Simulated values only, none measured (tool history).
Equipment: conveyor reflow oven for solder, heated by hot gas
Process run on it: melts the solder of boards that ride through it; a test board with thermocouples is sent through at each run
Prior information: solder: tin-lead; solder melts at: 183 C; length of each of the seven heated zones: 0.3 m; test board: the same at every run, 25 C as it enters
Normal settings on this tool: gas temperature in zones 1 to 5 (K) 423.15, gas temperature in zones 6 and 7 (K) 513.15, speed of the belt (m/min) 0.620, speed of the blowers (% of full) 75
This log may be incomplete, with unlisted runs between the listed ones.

| run | day | gas temperature in zones 1 to 5 (K) | gas temperature in zones 6 and 7 (K) | speed of the belt (m/min) | speed of the blowers (% of full) | highest temperature of the board (K) | time above the solder's melting point (s) |
|---|---|---|---|---|---|---|---|
| 1 | 0.000 | 423.15 | 513.15 | 0.620 | 75 | 497.25 | 50.2 |
| 2 | 0.529 | 423.15 | 513.15 | 0.620 | 75 | 496.35 | 49.9 |
| 3 | 1.542 | 423.15 | 524.15 | 0.620 | 75 | 508.55 | 55.2 |
| 4 | 1.992 | 423.15 | 524.15 | 0.620 | 75 | 508.05 | 55.4 |
| 5 | 2.388 | 423.15 | 513.15 | 0.620 | 78 | 498.95 | 51.6 |
| 6 | 2.967 | 423.15 | 513.15 | 0.620 | 78 | 499.25 | 51.7 |
| 7 | 3.492 | 423.15 | 513.15 | 0.620 | 78 | 499.45 | 51.5 |
| 8 | 4.217 | 423.15 | 513.15 | 0.620 | 75 | 498.35 | 51.5 |
| 9 | 5.092 | 423.15 | 513.15 | 0.620 | 75 | 498.55 | 51.0 |
| 10 | 5.912 | 423.15 | 513.15 | 0.620 | 75 | 498.25 | 51.5 |
| 11 | 6.583 | 423.15 | 513.15 | 0.620 | 75 | 498.15 | 51.3 |
| 12 | 7.483 | 423.15 | 513.15 | 0.620 | 75 | 498.55 | 50.9 |
| 13 | 8.267 | 424.15 | 513.15 | 0.662 | 75 | 496.75 | 47.0 |
| 14 | 9.000 | 424.15 | 513.15 | 0.662 | 75 | 496.05 | 47.1 |
| 15 | 9.529 | 425.15 | 513.15 | 0.620 | 77 | 498.85 | 52.1 |
| 16 | 10.104 | 425.15 | 513.15 | 0.620 | 77 | 498.55 | 52.4 |
| 17 | 10.829 | 414.15 | 504.15 | 0.620 | 57 | 482.75 | 38.5 |
| 18 | 11.633 | 436.15 | 511.15 | 0.528 | 54 | 498.05 | 65.4 |
| 19 | 12.342 | 436.15 | 511.15 | 0.734 | 70 | 492.05 | 44.0 |
| 20 | 13.192 | 436.15 | 511.15 | 0.734 | 70 | 491.95 | 44.1 |
| 21 | 13.675 | 436.15 | 511.15 | 0.734 | 70 | 492.35 | 43.9 |
| 22 | 14.150 | 420.15 | 521.15 | 0.620 | 75 | 504.15 | 52.9 |

Between the runs listed above, the log contained 1 entry, not reproduced here. Where in the sequence does each belong, and how does what the log doesn't record of the tool's condition differ from the listed run before to the listed run after?
After run 2, before run 3: flux residue cleaned out of gas plates and filters (day 0.821)
  heat that the gas passes to the board, % of a clean oven's: 91.6 -> 99.2; belt's true speed, % of the reading: 99.83 -> 99.82; true gas temperature in zones 6 and 7 over the reading, C: 1 -> 1.02
  measured minus no-state result, highest temperature of the board (K): -1.20 -> +0.70; time above the solder's melting point (s): -0.6 -> +0.4
